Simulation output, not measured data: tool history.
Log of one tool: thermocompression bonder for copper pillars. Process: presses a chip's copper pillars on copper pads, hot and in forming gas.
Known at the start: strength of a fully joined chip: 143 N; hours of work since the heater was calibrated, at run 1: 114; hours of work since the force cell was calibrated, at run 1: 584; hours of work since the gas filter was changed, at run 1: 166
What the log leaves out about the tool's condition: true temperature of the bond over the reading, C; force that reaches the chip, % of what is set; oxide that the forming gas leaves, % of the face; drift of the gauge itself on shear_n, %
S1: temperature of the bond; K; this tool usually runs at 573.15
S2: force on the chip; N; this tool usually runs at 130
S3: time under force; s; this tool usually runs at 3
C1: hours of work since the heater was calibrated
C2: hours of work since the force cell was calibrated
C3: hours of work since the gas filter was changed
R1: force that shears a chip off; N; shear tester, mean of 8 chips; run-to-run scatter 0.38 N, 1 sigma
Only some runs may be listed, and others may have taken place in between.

run 1 hour=0.0 | S1=573.15 S2=130 S3=3 | C1=114 C2=584 C3=166 | R1=72.4
run 2 hour=9.7 | S1=573.15 S2=80 S3=3 | C1=120 C2=590 C3=172 | R1=54.0
run 3 hour=14.2 | S1=573.15 S2=80 S3=3 | C1=122 C2=592 C3=174 | R1=53.7
run 4 hour=19.6 | S1=573.15 S2=80 S3=3 | C1=125 C2=595 C3=177 | R1=54.7
run 5 hour=28.6 | S1=573.15 S2=80 S3=3 | C1=130 C2=600 C3=182 | R1=54.1
run 6 hour=34.3 | S1=573.15 S2=80 S3=3 | C1=133 C2=603 C3=185 | R1=53.9
run 7 hour=44.0 | S1=573.15 S2=130 S3=3 | C1=139 C2=609 C3=191 | R1=72.3
run 8 hour=48.6 | S1=573.15 S2=130 S3=3 | C1=141 C2=611 C3=193 | R1=72.5
run 9 hour=56.9 | S1=548.15 S2=130 S3=3 | C1=146 C2=616 C3=198 | R1=51.2
run 10 hour=64.3 | S1=548.15 S2=130 S3=3 | C1=150 C2=620 C3=202 | R1=50.7
run 11 hour=70.6 | S1=602.15 S2=130 S3=3 | C1=154 C2=623 C3=206 | R1=98.5
run 12 hour=80.7 | S1=553.15 S2=169 S3=2 | C1=159 C2=629 C3=211 | R1=56.2
run 13 hour=86.1 | S1=553.15 S2=169 S3=2 | C1=162 C2=632 C3=214 | R1=55.2
run 14 hour=93.8 | S1=573.15 S2=93 S3=3 | C1=166 C2=636 C3=218 | R1=58.8
run 15 hour=98.5 | S1=569.15 S2=130 S3=3 | C1=169 C2=639 C3=221 | R1=68.4
run 16 hour=108.5 | S1=559.15 S2=98 S3=3 | C1=175 C2=644 C3=227 | R1=50.2

Forecast each of these 5 alternatives for the next run:
run A hour=114.7 | S1=560.15 S2=153 S3=4 | C1=178 C2=648 C3=230 | R1=?
run B hour=114.7 | S1=579.15 S2=114 S3=3 | C1=178 C2=648 C3=230 | R1=?
run C hour=114.7 | S1=573.15 S2=98 S3=3 | C1=178 C2=648 C3=230 | R1=?
run D hour=114.7 | S1=573.15 S2=175 S3=3 | C1=178 C2=648 C3=230 | R1=?
run E hour=114.7 | S1=568.15 S2=82 S3=3 | C1=178 C2=648 C3=230 | R1=?

run=A R1=73.7
run=B R1=71.8
run=C R1=61.9
run=D R1=83.7
run=E R1=50.9
Without the tool's hidden state the same runs would have given:
run=A R1=73.9
run=B R1=72.1
run=C R1=62.1
run=D R1=84.0
run=E R1=51.1
